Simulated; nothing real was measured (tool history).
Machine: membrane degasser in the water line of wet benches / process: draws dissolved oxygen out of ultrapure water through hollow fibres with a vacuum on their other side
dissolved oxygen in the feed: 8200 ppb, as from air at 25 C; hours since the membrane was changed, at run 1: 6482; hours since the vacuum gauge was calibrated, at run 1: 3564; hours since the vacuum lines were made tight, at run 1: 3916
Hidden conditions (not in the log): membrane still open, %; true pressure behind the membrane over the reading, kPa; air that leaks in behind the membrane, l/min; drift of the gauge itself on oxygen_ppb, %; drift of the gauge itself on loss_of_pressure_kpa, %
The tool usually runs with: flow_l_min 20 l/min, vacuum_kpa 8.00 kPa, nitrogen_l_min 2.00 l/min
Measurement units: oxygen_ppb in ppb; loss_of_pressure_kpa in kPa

run      day  flow_l_min  vacuum_kpa  nitrogen_l_min  hours since the membrane was changed  hours since the vacuum gauge was calibrated  hours since the vacuum lines were made tight  oxygen_ppb  loss_of_pressure_kpa
  1    0.000          20        8.00            2.00                                  6482                                         3564                                          3916       115.0                 30.00
  2   10.204          20        8.00            2.00                                  6727                                         3808                                          4161       113.7                 29.88
  3   18.175          20        8.00            2.00                                  6918                                         4000                                          4353       115.9                 30.03
  4   27.612          28        8.00            2.00                                  7145                                         4226                                          4579       158.5                 41.87
  5   32.021          28        8.00            2.00                                  7250                                         4332                                          4685       158.1                 41.95
      37.308  -- seals of the vacuum lines changed
  6   40.512          28        8.00            2.00                                  7452                                         4534                                            77       158.3                 41.97
  7   47.488          20        8.00            2.00                                  7620                                         4701                                           244       115.3                 29.85
  8   55.938          20        8.00            2.00                                  7822                                         4904                                           447       112.1                 30.06
  9   65.412          20        8.00            2.00                                  8050                                         5131                                           674       112.6                 29.98
 10   74.200          20        8.00            2.00                                  8261                                         5342                                           885       115.0                 29.64
 11   78.346          20        8.00            2.25                                  8360                                         5442                                           985       103.8                 29.99
 12   88.121          20        8.00            1.57                                  8595                                         5676                                          1219       140.4                 30.07
 13   93.729          20        8.00            5.28                                  8729                                         5811                                          1354        46.6                 30.01
 14   98.046          12        8.00            2.00                                  8833                                         5915                                          1458        69.9                 17.71
 15  106.725          16        8.00            2.00                                  9041                                         6123                                          1666        92.6                 24.12
 16  116.017          16        8.00            2.00                                  9264                                         6346                                          1889        92.6                 23.88
 17  122.488          30        8.00            1.42                                  9420                                         6501                                          2044       224.9                 44.52
 18  128.821          27        8.00            2.00                                  9572                                         6653                                          2196       150.4                 40.37
 19  137.267          27        8.00            2.00                                  9774                                         6856                                          2399       153.2                 40.06
 20  142.229          30        5.05            5.84                                  9893                                         6975                                          2518        29.4                 44.58
 21  150.271          31       14.92            5.84                                 10086                                         7168                                          2711       154.3                 46.13
 22  154.429          31       14.92            4.25                                 10186                                         7268                                          2811       210.4                 46.31
 23  158.583          31        5.14            0.97                                 10286                                         7368                                          2911       133.0                 46.04
     159.283  -- vacuum gauge calibrated
 24  168.442          29        8.40            1.49                                 10522                                          220                                          3147       224.9                 42.99
 25  175.775          13        8.00            1.14                                 10698                                          396                                          3323       127.2                 19.39
 26  182.479          13        6.32            2.38                                 10859                                          557                                          3484        42.7                 19.17
 27  187.312          13        6.32            5.52                                 10975                                          673                                          3600        18.6                 19.31
 28  194.921          13        6.32            5.52                                 11157                                          855                                          3782        19.5                 19.34
 29  203.750          13        6.32            5.52                                 11369                                         1067                                          3994        19.0                 19.22
 30  210.608          13       10.38            5.52                                 11534                                         1232                                          4159        42.3                 19.27
 31  215.492          12        8.00            3.13                                 11651                                         1349                                          4276        44.9                 17.75

Below are 5 alternative next runs, each starting from the tool's condition after run 31. Predict each:
  A  221.183          30        8.00            3.13                                 11788                                         1486                                          4413           ?                     ?
  B  221.183          12       10.26            3.13                                 11788                                         1486                                          4413           ?                     ?
  C  221.183          17        5.42            5.28                                 11788                                         1486                                          4413           ?                     ?
  D  221.183          12        5.76            5.68                                 11788                                         1486                                          4413           ?                     ?
  E  221.183          20       17.64            3.60                                 11788                                         1486                                          4413           ?                     ?

run  oxygen_ppb  loss_of_pressure_kpa
  A       113.6                 44.17
  B        65.9                 17.57
  C        19.2                 25.18
  D        13.9                 17.89
  E       193.4                 29.61
Had the tool no hidden state, the same runs would have come out as:
run  oxygen_ppb  loss_of_pressure_kpa
  A       113.4                 45.02
  B        65.8                 17.91
  C        19.1                 25.66
  D        13.8                 18.23
  E       193.2                 30.18

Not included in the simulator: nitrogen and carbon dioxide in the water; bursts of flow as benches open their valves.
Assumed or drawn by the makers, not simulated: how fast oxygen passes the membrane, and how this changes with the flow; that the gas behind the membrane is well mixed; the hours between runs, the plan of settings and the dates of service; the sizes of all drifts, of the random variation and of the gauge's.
